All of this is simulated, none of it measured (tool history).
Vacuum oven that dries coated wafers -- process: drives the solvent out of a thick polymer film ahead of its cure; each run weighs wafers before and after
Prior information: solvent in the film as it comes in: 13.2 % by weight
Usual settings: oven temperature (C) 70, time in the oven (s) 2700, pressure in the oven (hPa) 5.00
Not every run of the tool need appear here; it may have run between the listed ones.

run     day  oven temperature (C)  time in the oven (s)  pressure in the oven (hPa)  solvent left in the film (%)
  1   0.000                    70                  2700                        5.00                          2.51
  2   0.742                    70                  2700                        5.00                          2.43
  3   2.050                    70                  2700                        5.00                          2.45
  4   2.750                    70                  2700                        5.00                          2.42
  5   3.733                    70                  2700                        5.00                          2.47
  6   4.792                    70                  2340                        5.00                          2.79
  7   6.088                    70                  2340                        5.00                          2.84
  8   6.842                    70                  2340                        5.00                          2.83
  9   7.896                    70                  2340                        5.00                          2.79
 10   9.200                    70                  2340                        5.00                          2.91
 11  10.538                    70                  2340                        5.00                          2.86
 12  11.238                    70                  2340                        5.00                          2.90
 13  12.233                    70                  2340                        5.00                          2.95
 14  13.450                    70                  2340                        5.00                          2.86
 15  14.208                    70                  2340                        8.71                          3.76
 16  14.804                    79                  2700                        5.00                          1.22
 17  15.454                    70                  1500                        5.00                          4.19
 18  16.108                    63                  1980                        8.21                          6.40
 19  17.529                    81                  3240                        3.74                          0.87
 20  18.300                    60                  2700                        5.82                          6.05
 21  18.946                    60                  2700                        5.82                          6.05
     19.162  -- oven's thermocouples calibrated
 22  19.854                    76                  4800                        5.00                          1.52
 23  20.996                    68                  1620                        5.00                          5.25
 24  22.217                    62                  4380                        7.10                          4.90
 25  23.479                    62                  2400                        4.96                          6.01
 26  24.654                    71                  2100                        4.45                          3.28
 27  25.325                    71                  2100                        4.45                          3.24
     25.862  -- oven's thermocouples calibrated, once more
 28  26.821                    72                  2100                        7.60                          2.98
 29  28.050                    67                  2640                        3.78                          2.90
 30  28.933                    67                  2640                       18.85                          6.30

A few steps of solvent left in the film (%) between consecutive runs. Split each: what settings, incoming material and random variation would produce without the hidden state, and what is left over for the hidden state, along with gauge scatter present in only one of the two compared results (measured, and without hidden state):
Hidden conditions of the tool in this case: true wafer temperature over the reading, C; true pressure over the reading, kPa; drift of the gauge itself on solvent_pct, %.
Run 18 -> 19: oven temperature (C) 63 -> 81, time in the oven (s) 1980 -> 3240, pressure in the oven (hPa) 8.21 -> 3.74. solvent left in the film (%) -5.53: hidden state -0.70, all else -4.83.
Run 19 -> 20: oven temperature (C) 81 -> 60, time in the oven (s) 3240 -> 2700, pressure in the oven (hPa) 3.74 -> 5.82. solvent left in the film (%) +5.18: hidden state +0.83, all else +4.35.
Run 21 -> 22: oven temperature (C) 60 -> 76, time in the oven (s) 2700 -> 4800, pressure in the oven (hPa) 5.82 -> 5.00, oven's thermocouples calibrated. solvent left in the film (%) -4.53: hidden state -0.64, all else -3.89.
Run 22 -> 23: oven temperature (C) 76 -> 68, time in the oven (s) 4800 -> 1620. solvent left in the film (%) +3.73: hidden state +0.91, all else +2.82.
Run 27 -> 28: oven temperature (C) 71 -> 72, pressure in the oven (hPa) 4.45 -> 7.60, oven's thermocouples calibrated, once more. solvent left in the film (%) -0.26: hidden state -0.72, all else +0.46.
